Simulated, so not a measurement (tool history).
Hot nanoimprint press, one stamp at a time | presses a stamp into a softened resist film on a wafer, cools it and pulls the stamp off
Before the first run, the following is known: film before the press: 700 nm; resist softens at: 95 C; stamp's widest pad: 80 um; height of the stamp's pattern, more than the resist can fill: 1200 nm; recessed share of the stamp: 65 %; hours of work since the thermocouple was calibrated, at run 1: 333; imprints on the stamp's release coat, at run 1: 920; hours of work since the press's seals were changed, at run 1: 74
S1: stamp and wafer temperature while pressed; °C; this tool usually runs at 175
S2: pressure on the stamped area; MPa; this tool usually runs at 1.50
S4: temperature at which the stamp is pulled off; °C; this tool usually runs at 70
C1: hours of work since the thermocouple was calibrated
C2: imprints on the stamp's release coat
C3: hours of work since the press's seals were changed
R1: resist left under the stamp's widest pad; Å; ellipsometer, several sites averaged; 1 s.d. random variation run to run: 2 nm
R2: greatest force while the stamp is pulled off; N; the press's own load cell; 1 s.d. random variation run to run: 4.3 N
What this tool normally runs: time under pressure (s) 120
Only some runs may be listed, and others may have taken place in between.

Run 1, hour 0.0: usual settings; C1 333; C2 920; C3 74. Result: R1 4153 Å, R2 211 N.
Run 2, hour 39.0: usual settings but time under pressure (s) 105; C1 350; C2 983; C3 90. Result: R1 4317 Å, R2 214 N.
Run 3, hour 101.9: usual settings but time under pressure (s) 105; C1 377; C2 1084; C3 118. Result: R1 4320 Å, R2 209 N.
Run 4, hour 140.4: usual settings; C1 393; C2 1146; C3 134. Result: R1 4150 Å, R2 210 N.
Run 5, hour 204.0: usual settings; C1 421; C2 1248; C3 161. Result: R1 4142 Å, R2 215 N.
Run 6, hour 244.6: usual settings; C1 438; C2 1313; C3 179. Result: R1 4120 Å, R2 208 N.
At hour 277.9: plate thermocouple calibrated.
Run 7, hour 299.8: usual settings; C1 9; C2 1396; C3 201. Result: R1 4128 Å, R2 214 N.
Run 8, hour 375.0: usual settings; C1 42; C2 1517; C3 234. Result: R1 4147 Å, R2 208 N.
Run 9, hour 415.9: usual settings but S4 71 °C; C1 59; C2 1583; C3 251. Result: R1 4098 Å, R2 210 N.
Run 10, hour 470.1: usual settings but S4 67 °C; C1 83; C2 1670; C3 274. Result: R1 4163 Å, R2 228 N.
Run 11, hour 524.0: usual settings but time under pressure (s) 75, S4 67 °C; C1 106; C2 1756; C3 298. Result: R1 4784 Å, R2 228 N.
Run 12, hour 597.4: usual settings; C1 137; C2 1874; C3 329. Result: R1 4153 Å, R2 215 N.
Run 13, hour 664.2: usual settings; C1 166; C2 1981; C3 358. Result: R1 4184 Å, R2 201 N.
At hour 725.5: stamp cleaned and given a new release coat.
Run 14, hour 733.4: usual settings; C1 193; C2 13; C3 385. Result: R1 4112 Å, R2 212 N.
Run 15, hour 770.6: usual settings; C1 209; C2 72; C3 401. Result: R1 4127 Å, R2 210 N.
Run 16, hour 831.3: usual settings but S1 168 °C, time under pressure (s) 83, S4 67 °C; C1 235; C2 170; C3 427. Result: R1 5338 Å, R2 221 N.
Run 17, hour 889.3: usual settings but S1 172 °C, time under pressure (s) 202, S4 67 °C; C1 260; C2 263; C3 452. Result: R1 3785 Å, R2 230 N.
Run 18, hour 937.2: usual settings but S1 182 °C, S2 0.97 MPa, time under pressure (s) 106, S4 74 °C; C1 281; C2 340; C3 473. Result: R1 4275 Å, R2 192 N.
Run 19, hour 971.6: usual settings but S1 164 °C, S2 1.07 MPa, time under pressure (s) 73, S4 57 °C; C1 295; C2 395; C3 487. Result: R1 6112 Å, R2 270 N.

What does the tool deliver on the next run?
Run 20, hour 1024.0: usual settings but S1 177 °C; C1 318; C2 479; C3 510. Result: R1 ?, R2 ?.

Logged for run 20: R1 3946 Å, R2 217 N.
With no hidden state in the tool, this same run would have given R1 3943 Å, R2 216 N.

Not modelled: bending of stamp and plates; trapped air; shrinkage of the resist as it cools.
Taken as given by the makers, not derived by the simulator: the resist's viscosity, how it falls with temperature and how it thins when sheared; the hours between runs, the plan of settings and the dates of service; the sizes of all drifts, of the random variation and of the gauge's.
